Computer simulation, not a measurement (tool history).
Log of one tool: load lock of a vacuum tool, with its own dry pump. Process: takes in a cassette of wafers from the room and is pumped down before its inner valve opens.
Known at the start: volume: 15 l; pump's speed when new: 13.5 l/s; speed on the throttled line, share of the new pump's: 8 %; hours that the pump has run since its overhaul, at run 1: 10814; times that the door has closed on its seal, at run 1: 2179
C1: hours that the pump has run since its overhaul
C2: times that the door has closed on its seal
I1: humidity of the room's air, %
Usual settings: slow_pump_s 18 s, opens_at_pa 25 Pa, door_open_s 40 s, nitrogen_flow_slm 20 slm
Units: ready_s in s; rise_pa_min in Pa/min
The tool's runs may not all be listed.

Run 1, hour 0.0: usual settings; C1 10814; C2 2179; I1 48.8. Result: ready_s 25.7 s, rise_pa_min 0.030 Pa/min.
Run 2, hour 114.7: usual settings; C1 10928; C2 2295; I1 44.0. Result: ready_s 25.7 s, rise_pa_min 0.033 Pa/min.
Run 3, hour 219.5: usual settings; C1 11033; C2 2402; I1 48.9. Result: ready_s 25.8 s, rise_pa_min 0.036 Pa/min.
Run 4, hour 305.5: usual settings; C1 11119; C2 2489; I1 44.3. Result: ready_s 25.6 s, rise_pa_min 0.028 Pa/min.
Run 5, hour 425.5: usual settings but door_open_s 122 s; C1 11239; C2 2611; I1 42.4. Result: ready_s 25.7 s, rise_pa_min 0.042 Pa/min.
Run 6, hour 493.0: usual settings but opens_at_pa 30 Pa, door_open_s 122 s; C1 11307; C2 2679; I1 44.3. Result: ready_s 25.8 s, rise_pa_min 0.051 Pa/min.
Run 7, hour 612.8: usual settings but opens_at_pa 30 Pa, door_open_s 122 s, nitrogen_flow_slm 14 slm; C1 11426; C2 2801; I1 43.7. Result: ready_s 25.4 s, rise_pa_min 0.057 Pa/min.
Run 8, hour 731.6: usual settings; C1 11545; C2 2921; I1 42.8. Result: ready_s 25.7 s, rise_pa_min 0.026 Pa/min.
Run 9, hour 783.6: usual settings but slow_pump_s 23 s, opens_at_pa 19 Pa, door_open_s 47 s; C1 11597; C2 2974; I1 44.7. Result: ready_s 30.7 s, rise_pa_min 0.030 Pa/min.
Run 10, hour 893.8: usual settings but opens_at_pa 20 Pa, door_open_s 75 s; C1 11708; C2 3086; I1 48.2. Result: ready_s 26.1 s, rise_pa_min 0.043 Pa/min.
Run 11, hour 987.5: usual settings but slow_pump_s 20 s, opens_at_pa 20 Pa, door_open_s 181 s; C1 11801; C2 3181; I1 44.2. Result: ready_s 27.7 s, rise_pa_min 0.060 Pa/min.
Run 12, hour 1098.6: usual settings but slow_pump_s 20 s, opens_at_pa 20 Pa, door_open_s 181 s; C1 11912; C2 3294; I1 47.2. Result: ready_s 27.9 s, rise_pa_min 0.062 Pa/min.
Run 13, hour 1200.9: usual settings but opens_at_pa 47 Pa; C1 12015; C2 3398; I1 46.8. Result: ready_s 25.2 s, rise_pa_min 0.031 Pa/min.

Run 14 comes next. What will it give?
Run 14, hour 1296.9: usual settings but nitrogen_flow_slm 13 slm; C1 12111; C2 3495; I1 45.3. Result: ready_s ?, rise_pa_min ?.

ready_s: 26.1 s
rise_pa_min: 0.034 Pa/min
Without the tool's hidden state the same run would have given ready_s 26.1 s, rise_pa_min 0.034 Pa/min.

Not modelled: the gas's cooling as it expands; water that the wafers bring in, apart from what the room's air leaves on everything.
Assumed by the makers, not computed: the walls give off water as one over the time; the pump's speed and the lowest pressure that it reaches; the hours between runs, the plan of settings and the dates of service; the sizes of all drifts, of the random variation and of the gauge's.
